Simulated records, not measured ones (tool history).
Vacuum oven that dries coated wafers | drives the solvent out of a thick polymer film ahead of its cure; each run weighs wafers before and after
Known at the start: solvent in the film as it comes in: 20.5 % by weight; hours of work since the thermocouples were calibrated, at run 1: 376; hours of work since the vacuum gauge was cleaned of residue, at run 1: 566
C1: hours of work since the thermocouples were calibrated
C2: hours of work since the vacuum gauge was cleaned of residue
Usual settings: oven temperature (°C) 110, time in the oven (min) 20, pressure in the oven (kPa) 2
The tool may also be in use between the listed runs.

{"run": 1, "hour": 0.0, "oven temperature (°C)": 110, "time in the oven (min)": 20, "pressure in the oven (kPa)": 2, "C1": 376, "C2": 566, "solvent left in the film (%)": 4.96}
{"run": 2, "hour": 59.5, "oven temperature (°C)": 110, "time in the oven (min)": 20, "pressure in the oven (kPa)": 2, "C1": 400, "C2": 590, "solvent left in the film (%)": 5}
{"run": 3, "hour": 135.0, "oven temperature (°C)": 110, "time in the oven (min)": 20, "pressure in the oven (kPa)": 2, "C1": 430, "C2": 620, "solvent left in the film (%)": 5.02}
{"run": 4, "hour": 221.0, "oven temperature (°C)": 110, "time in the oven (min)": 20, "pressure in the oven (kPa)": 2, "C1": 465, "C2": 654, "solvent left in the film (%)": 4.99}
{"run": 5, "hour": 268.0, "oven temperature (°C)": 110, "time in the oven (min)": 20, "pressure in the oven (kPa)": 2, "C1": 483, "C2": 673, "solvent left in the film (%)": 4.99}
{"run": 6, "hour": 376.6, "oven temperature (°C)": 113, "time in the oven (min)": 20, "pressure in the oven (kPa)": 2, "C1": 527, "C2": 716, "solvent left in the film (%)": 3.98}
{"run": 7, "hour": 451.8, "oven temperature (°C)": 113, "time in the oven (min)": 20, "pressure in the oven (kPa)": 1.37, "C1": 557, "C2": 746, "solvent left in the film (%)": 3.66}
{"run": 8, "hour": 528.5, "oven temperature (°C)": 113, "time in the oven (min)": 20, "pressure in the oven (kPa)": 1.37, "C1": 588, "C2": 777, "solvent left in the film (%)": 3.71}
{"run": 9, "hour": 581.1, "oven temperature (°C)": 113, "time in the oven (min)": 20, "pressure in the oven (kPa)": 1.37, "C1": 609, "C2": 798, "solvent left in the film (%)": 3.65}
{"run": 10, "hour": 665.6, "oven temperature (°C)": 113, "time in the oven (min)": 20, "pressure in the oven (kPa)": 1.37, "C1": 642, "C2": 832, "solvent left in the film (%)": 3.69}
{"run": 11, "hour": 717.6, "oven temperature (°C)": 113, "time in the oven (min)": 25, "pressure in the oven (kPa)": 1.37, "C1": 663, "C2": 853, "solvent left in the film (%)": 2.68}
{"hour": 728.9, "done": "oven's thermocouples calibrated"}
{"run": 12, "hour": 829.3, "oven temperature (°C)": 113, "time in the oven (min)": 25, "pressure in the oven (kPa)": 1.37, "C1": 40, "C2": 897, "solvent left in the film (%)": 2.97}
{"run": 13, "hour": 933.3, "oven temperature (°C)": 113, "time in the oven (min)": 25, "pressure in the oven (kPa)": 1.37, "C1": 82, "C2": 938, "solvent left in the film (%)": 2.94}
{"run": 14, "hour": 1012.0, "oven temperature (°C)": 113, "time in the oven (min)": 25, "pressure in the oven (kPa)": 1.37, "C1": 113, "C2": 970, "solvent left in the film (%)": 2.96}
{"run": 15, "hour": 1072.7, "oven temperature (°C)": 113, "time in the oven (min)": 25, "pressure in the oven (kPa)": 1.37, "C1": 138, "C2": 994, "solvent left in the film (%)": 2.92}
{"run": 16, "hour": 1132.5, "oven temperature (°C)": 113, "time in the oven (min)": 25, "pressure in the oven (kPa)": 1.37, "C1": 161, "C2": 1018, "solvent left in the film (%)": 3}
{"run": 17, "hour": 1238.3, "oven temperature (°C)": 113, "time in the oven (min)": 25, "pressure in the oven (kPa)": 1.37, "C1": 204, "C2": 1060, "solvent left in the film (%)": 2.97}
{"run": 18, "hour": 1341.3, "oven temperature (°C)": 110, "time in the oven (min)": 20, "pressure in the oven (kPa)": 4.11, "C1": 245, "C2": 1102, "solvent left in the film (%)": 6.31}
{"run": 19, "hour": 1398.8, "oven temperature (°C)": 110, "time in the oven (min)": 20, "pressure in the oven (kPa)": 4.11, "C1": 268, "C2": 1125, "solvent left in the film (%)": 6.29}
{"run": 20, "hour": 1455.1, "oven temperature (°C)": 110, "time in the oven (min)": 20, "pressure in the oven (kPa)": 4.11, "C1": 291, "C2": 1147, "solvent left in the film (%)": 6.32}
{"run": 21, "hour": 1507.9, "oven temperature (°C)": 110, "time in the oven (min)": 20, "pressure in the oven (kPa)": 4.11, "C1": 312, "C2": 1168, "solvent left in the film (%)": 6.35}
{"run": 22, "hour": 1593.5, "oven temperature (°C)": 110, "time in the oven (min)": 20, "pressure in the oven (kPa)": 4.11, "C1": 346, "C2": 1202, "solvent left in the film (%)": 6.28}
{"run": 23, "hour": 1671.6, "oven temperature (°C)": 110, "time in the oven (min)": 20, "pressure in the oven (kPa)": 4.11, "C1": 377, "C2": 1234, "solvent left in the film (%)": 6.22}
{"run": 24, "hour": 1752.9, "oven temperature (°C)": 110, "time in the oven (min)": 20, "pressure in the oven (kPa)": 4.11, "C1": 410, "C2": 1266, "solvent left in the film (%)": 6.3}
{"run": 25, "hour": 1826.3, "oven temperature (°C)": 99, "time in the oven (min)": 26, "pressure in the oven (kPa)": 2.69, "C1": 439, "C2": 1296, "solvent left in the film (%)": 8.53}
{"run": 26, "hour": 1927.7, "oven temperature (°C)": 95, "time in the oven (min)": 26, "pressure in the oven (kPa)": 2.69, "C1": 480, "C2": 1336, "solvent left in the film (%)": 10.06}
{"run": 27, "hour": 2028.0, "oven temperature (°C)": 95, "time in the oven (min)": 28, "pressure in the oven (kPa)": 2.06, "C1": 520, "C2": 1376, "solvent left in the film (%)": 9.34}
{"run": 28, "hour": 2081.0, "oven temperature (°C)": 95, "time in the oven (min)": 28, "pressure in the oven (kPa)": 2.06, "C1": 541, "C2": 1398, "solvent left in the film (%)": 9.37}
{"run": 29, "hour": 2132.2, "oven temperature (°C)": 95, "time in the oven (min)": 28, "pressure in the oven (kPa)": 2.06, "C1": 561, "C2": 1418, "solvent left in the film (%)": 9.32}
{"run": 30, "hour": 2230.2, "oven temperature (°C)": 119, "time in the oven (min)": 26, "pressure in the oven (kPa)": 1.95, "C1": 601, "C2": 1457, "solvent left in the film (%)": 1.81}
{"run": 31, "hour": 2315.2, "oven temperature (°C)": 110, "time in the oven (min)": 23, "pressure in the oven (kPa)": 2, "C1": 635, "C2": 1491, "solvent left in the film (%)": 4.54}
{"hour": 2403.2, "done": "oven's thermocouples calibrated"}
{"run": 32, "hour": 2423.5, "oven temperature (°C)": 109, "time in the oven (min)": 19, "pressure in the oven (kPa)": 2.82, "C1": 8, "C2": 1534, "solvent left in the film (%)": 6.41}
{"run": 33, "hour": 2485.5, "oven temperature (°C)": 116, "time in the oven (min)": 20, "pressure in the oven (kPa)": 6.44, "C1": 33, "C2": 1559, "solvent left in the film (%)": 5.34}
{"run": 34, "hour": 2540.2, "oven temperature (°C)": 116, "time in the oven (min)": 20, "pressure in the oven (kPa)": 6.44, "C1": 55, "C2": 1580, "solvent left in the film (%)": 5.31}
{"run": 35, "hour": 2644.5, "oven temperature (°C)": 100, "time in the oven (min)": 11, "pressure in the oven (kPa)": 1.35, "C1": 97, "C2": 1622, "solvent left in the film (%)": 11.79}
{"run": 36, "hour": 2708.6, "oven temperature (°C)": 100, "time in the oven (min)": 11, "pressure in the oven (kPa)": 1.35, "C1": 122, "C2": 1648, "solvent left in the film (%)": 11.83}
{"run": 37, "hour": 2766.3, "oven temperature (°C)": 100, "time in the oven (min)": 11, "pressure in the oven (kPa)": 1.95, "C1": 145, "C2": 1671, "solvent left in the film (%)": 12.06}
{"run": 38, "hour": 2819.6, "oven temperature (°C)": 110, "time in the oven (min)": 33, "pressure in the oven (kPa)": 1.13, "C1": 167, "C2": 1692, "solvent left in the film (%)": 2.63}
{"run": 39, "hour": 2916.1, "oven temperature (°C)": 100, "time in the oven (min)": 10, "pressure in the oven (kPa)": 1.85, "C1": 205, "C2": 1731, "solvent left in the film (%)": 12.29}
{"run": 40, "hour": 2977.0, "oven temperature (°C)": 115, "time in the oven (min)": 15, "pressure in the oven (kPa)": 2, "C1": 230, "C2": 1755, "solvent left in the film (%)": 5.06}
{"run": 41, "hour": 3075.4, "oven temperature (°C)": 115, "time in the oven (min)": 15, "pressure in the oven (kPa)": 1.14, "C1": 269, "C2": 1795, "solvent left in the film (%)": 4.69}
{"hour": 3111.4, "done": "vacuum gauge cleaned of residue and calibrated"}
{"run": 42, "hour": 3129.8, "oven temperature (°C)": 115, "time in the oven (min)": 15, "pressure in the oven (kPa)": 1.14, "C1": 290, "C2": 7, "solvent left in the film (%)": 4.44}
{"run": 43, "hour": 3231.4, "oven temperature (°C)": 122, "time in the oven (min)": 22, "pressure in the oven (kPa)": 2.99, "C1": 331, "C2": 48, "solvent left in the film (%)": 1.87}
{"run": 44, "hour": 3305.8, "oven temperature (°C)": 110, "time in the oven (min)": 14, "pressure in the oven (kPa)": 2, "C1": 361, "C2": 78, "solvent left in the film (%)": 7.05}
{"run": 45, "hour": 3388.9, "oven temperature (°C)": 110, "time in the oven (min)": 14, "pressure in the oven (kPa)": 2, "C1": 394, "C2": 111, "solvent left in the film (%)": 7}
{"run": 46, "hour": 3489.9, "oven temperature (°C)": 98, "time in the oven (min)": 28, "pressure in the oven (kPa)": 1.73, "C1": 434, "C2": 151, "solvent left in the film (%)": 7.61}

3 ways to go on from here, each from the tool as it stands after run 46. What would each give?
{"run": "A", "hour": 3548.3, "oven temperature (°C)": 99, "time in the oven (min)": 28, "pressure in the oven (kPa)": 1.15, "C1": 458, "C2": 175, "solvent left in the film (%)": "?"}
{"run": "B", "hour": 3548.3, "oven temperature (°C)": 99, "time in the oven (min)": 17, "pressure in the oven (kPa)": 1.95, "C1": 458, "C2": 175, "solvent left in the film (%)": "?"}
{"run": "C", "hour": 3548.3, "oven temperature (°C)": 110, "time in the oven (min)": 20, "pressure in the oven (kPa)": 2.05, "C1": 458, "C2": 175, "solvent left in the film (%)": "?"}

run=A solvent_left_in_the_film_(%)=6.8
run=B solvent_left_in_the_film_(%)=10.05
run=C solvent_left_in_the_film_(%)=5.01
Without the tool's hidden state the same runs would have given:
run=A solvent_left_in_the_film_(%)=6.9
run=B solvent_left_in_the_film_(%)=10.14
run=C solvent_left_in_the_film_(%)=5.09
